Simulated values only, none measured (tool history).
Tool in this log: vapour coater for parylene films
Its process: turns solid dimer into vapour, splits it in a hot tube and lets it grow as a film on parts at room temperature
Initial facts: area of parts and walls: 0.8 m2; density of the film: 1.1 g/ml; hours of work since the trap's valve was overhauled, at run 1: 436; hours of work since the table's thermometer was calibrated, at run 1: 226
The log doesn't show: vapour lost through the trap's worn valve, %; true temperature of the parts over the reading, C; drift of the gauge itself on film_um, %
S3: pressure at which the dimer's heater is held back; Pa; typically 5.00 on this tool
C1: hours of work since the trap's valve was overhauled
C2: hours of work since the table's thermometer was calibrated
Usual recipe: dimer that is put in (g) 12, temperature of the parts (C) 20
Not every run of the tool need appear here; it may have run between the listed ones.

Run 1, day 0.000: usual settings; C1 436; C2 226. Result: thickness of the film (nm) 8760.
Run 2, day 0.567: usual settings; C1 442; C2 232. Result: thickness of the film (nm) 8920.
Run 3, day 1.317: usual settings; C1 450; C2 240. Result: thickness of the film (nm) 8890.
Run 4, day 1.829: usual settings; C1 455; C2 245. Result: thickness of the film (nm) 8920.
Run 5, day 2.217: usual settings but temperature of the parts (C) 16; C1 459; C2 249. Result: thickness of the film (nm) 9590.
Run 6, day 3.004: usual settings; C1 467; C2 257. Result: thickness of the film (nm) 8850.
Run 7, day 3.412: usual settings; C1 472; C2 261. Result: thickness of the film (nm) 8720.
Run 8, day 3.979: usual settings; C1 477; C2 267. Result: thickness of the film (nm) 8780.
Run 9, day 4.746: usual settings; C1 485; C2 275. Result: thickness of the film (nm) 8750.
Run 10, day 5.575: usual settings but dimer that is put in (g) 7; C1 494; C2 284. Result: thickness of the film (nm) 5120.
At day 5.892: trap's valve overhauled.
Run 11, day 6.417: usual settings but dimer that is put in (g) 7; C1 5; C2 291. Result: thickness of the film (nm) 5710.
Run 12, day 6.767: usual settings but dimer that is put in (g) 7; C1 9; C2 294. Result: thickness of the film (nm) 5760.
Run 13, day 7.196: usual settings but dimer that is put in (g) 7; C1 13; C2 299. Result: thickness of the film (nm) 5710.
Run 14, day 7.729: usual settings but dimer that is put in (g) 7; C1 19; C2 304. Result: thickness of the film (nm) 5740.
Run 15, day 8.546: usual settings but dimer that is put in (g) 7, temperature of the parts (C) 13; C1 27; C2 313. Result: thickness of the film (nm) 6580.
Run 16, day 9.108: usual settings but dimer that is put in (g) 7, temperature of the parts (C) 13; C1 33; C2 318. Result: thickness of the film (nm) 6520.
Run 17, day 9.454: usual settings but dimer that is put in (g) 7, temperature of the parts (C) 13; C1 37; C2 322. Result: thickness of the film (nm) 6540.
Run 18, day 10.254: usual settings but temperature of the parts (C) 28, S3 4.24 Pa; C1 45; C2 330. Result: thickness of the film (nm) 8780.
Run 19, day 10.650: usual settings but dimer that is put in (g) 6; C1 49; C2 334. Result: thickness of the film (nm) 4870.
Run 20, day 11.271: usual settings but dimer that is put in (g) 20, temperature of the parts (C) 12, S3 4.78 Pa; C1 56; C2 341. Result: thickness of the film (nm) 19140.
At day 11.367: table's thermometer calibrated.
Run 21, day 12.012: usual settings but dimer that is put in (g) 5, temperature of the parts (C) 13, S3 2.29 Pa; C1 63; C2 7. Result: thickness of the film (nm) 5380.
At day 12.571: table's thermometer calibrated, once more.
Run 22, day 12.879: usual settings but S3 8.96 Pa; C1 71; C2 3. Result: thickness of the film (nm) 8320.
Run 23, day 13.617: usual settings but dimer that is put in (g) 16, temperature of the parts (C) 13, S3 9.55 Pa; C1 79; C2 11. Result: thickness of the film (nm) 12620.
Run 24, day 14.238: usual settings but dimer that is put in (g) 15, temperature of the parts (C) 15, S3 2.40 Pa; C1 85; C2 17. Result: thickness of the film (nm) 15980.
Run 25, day 14.854: usual settings but dimer that is put in (g) 15, temperature of the parts (C) 18, S3 2.40 Pa; C1 92; C2 24. Result: thickness of the film (nm) 15010.
Run 26, day 15.488: usual settings but dimer that is put in (g) 20, temperature of the parts (C) 18, S3 6.95 Pa; C1 98; C2 30. Result: thickness of the film (nm) 15520.
Run 27, day 16.092: usual settings but S3 5.59 Pa; C1 104; C2 36. Result: thickness of the film (nm) 9430.
Run 28, day 16.471: usual settings but S3 5.59 Pa; C1 108; C2 40. Result: thickness of the film (nm) 9460.
Run 29, day 16.888: usual settings but dimer that is put in (g) 15, temperature of the parts (C) 18, S3 2.54 Pa; C1 113; C2 45. Result: thickness of the film (nm) 14650.
Run 30, day 17.442: usual settings but dimer that is put in (g) 5, temperature of the parts (C) 16, S3 11.55 Pa; C1 118; C2 50. Result: thickness of the film (nm) 3490.

Here are 4 independent what-if runs from the current tool condition. What would each one return?
Run A, day 18.233: usual settings but dimer that is put in (g) 13, temperature of the parts (C) 16, S3 11.55 Pa; C1 127; C2 58. Result: thickness of the film (nm) ?.
Run B, day 18.233: usual settings but dimer that is put in (g) 6; C1 127; C2 58. Result: thickness of the film (nm) ?.
Run C, day 18.233: usual settings but dimer that is put in (g) 11, S3 4.33 Pa; C1 127; C2 58. Result: thickness of the film (nm) ?.
Run D, day 18.233: usual settings but dimer that is put in (g) 16, temperature of the parts (C) 22, S3 8.62 Pa; C1 127; C2 58. Result: thickness of the film (nm) ?.

run  thickness of the film (nm)
  A                        9280
  B                        4720
  C                        9100
  D                       10790
Had the tool no hidden state, the same runs would have come out as:
run  thickness of the film (nm)
  A                        9630
  B                        4900
  C                        9440
  D                       11190

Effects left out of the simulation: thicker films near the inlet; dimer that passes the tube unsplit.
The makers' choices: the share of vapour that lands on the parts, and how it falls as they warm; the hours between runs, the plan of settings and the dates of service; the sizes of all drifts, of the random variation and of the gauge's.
